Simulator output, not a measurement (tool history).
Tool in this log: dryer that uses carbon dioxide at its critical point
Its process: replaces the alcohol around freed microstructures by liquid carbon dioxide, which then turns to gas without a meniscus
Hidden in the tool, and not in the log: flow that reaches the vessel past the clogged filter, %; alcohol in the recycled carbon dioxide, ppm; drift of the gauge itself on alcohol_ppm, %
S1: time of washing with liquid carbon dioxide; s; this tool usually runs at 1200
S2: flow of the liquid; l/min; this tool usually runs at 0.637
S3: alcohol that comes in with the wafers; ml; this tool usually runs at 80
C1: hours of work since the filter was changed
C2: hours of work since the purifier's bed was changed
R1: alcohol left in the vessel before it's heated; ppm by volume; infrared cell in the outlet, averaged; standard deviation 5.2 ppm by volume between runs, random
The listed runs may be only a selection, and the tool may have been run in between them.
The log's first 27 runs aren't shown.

run 28 hour=179.7 | S1=1740 S2=0.543 S3=80 | C1=43 C2=258 | R1=113
run 29 hour=187.3 | S1=1740 S2=0.543 S3=80 | C1=49 C2=264 | R1=122
run 30 hour=193.3 | S1=1740 S2=0.543 S3=80 | C1=54 C2=269 | R1=109
run 31 hour=202.9 | S1=1620 S2=0.824 S3=27 | C1=62 C2=277 | R1=95
run 32 hour=212.2 | S1=1620 S2=0.824 S3=27 | C1=69 C2=284 | R1=92
run 33 hour=218.3 | S1=1620 S2=0.824 S3=27 | C1=74 C2=289 | R1=97
run 34 hour=223.9 | S1=1620 S2=0.824 S3=27 | C1=78 C2=293 | R1=103
run 35 hour=231.1 | S1=900 S2=0.824 S3=80 | C1=84 C2=299 | R1=249
run 36 hour=239.0 | S1=1260 S2=0.824 S3=36 | C1=90 C2=305 | R1=100
run 37 hour=247.4 | S1=1260 S2=0.824 S3=36 | C1=97 C2=312 | R1=108
run 38 hour=252.5 | S1=1260 S2=0.824 S3=118 | C1=101 C2=316 | R1=125
run 39 hour=258.3 | S1=1260 S2=0.824 S3=118 | C1=106 C2=321 | R1=137
run 40 hour=266.0 | S1=900 S2=0.765 S3=49 | C1=112 C2=327 | R1=251
run 41 hour=270.1 | S1=1200 S2=0.533 S3=80 | C1=115 C2=330 | R1=433
run 42 hour=274.5 | S1=1200 S2=0.741 S3=58 | C1=119 C2=334 | R1=154
run 43 hour=279.0 | S1=1200 S2=0.741 S3=58 | C1=122 C2=337 | R1=150
run 44 hour=288.5 | S1=840 S2=0.869 S3=58 | C1=130 C2=345 | R1=248
run 45 hour=296.9 | S1=1200 S2=1.014 S3=35 | C1=137 C2=351 | R1=118
run 46 hour=302.9 | S1=1320 S2=0.496 S3=46 | C1=141 C2=356 | R1=300

Here are 4 independent what-if runs from the current tool condition. What would each one return?
run A hour=308.4 | S1=1200 S2=0.544 S3=32 | C1=146 C2=361 | R1=?
run B hour=308.4 | S1=1140 S2=0.389 S3=64 | C1=146 C2=361 | R1=?
run C hour=308.4 | S1=1200 S2=1.008 S3=36 | C1=146 C2=361 | R1=?
run D hour=308.4 | S1=1200 S2=0.827 S3=80 | C1=146 C2=361 | R1=?

run=A R1=245
run=B R1=1315
run=C R1=113
run=D R1=139
With the hidden condition removed and each run's random variation left untouched, the same runs would have given:
run=A R1=96
run=B R1=944
run=C R1=1
run=D R1=20

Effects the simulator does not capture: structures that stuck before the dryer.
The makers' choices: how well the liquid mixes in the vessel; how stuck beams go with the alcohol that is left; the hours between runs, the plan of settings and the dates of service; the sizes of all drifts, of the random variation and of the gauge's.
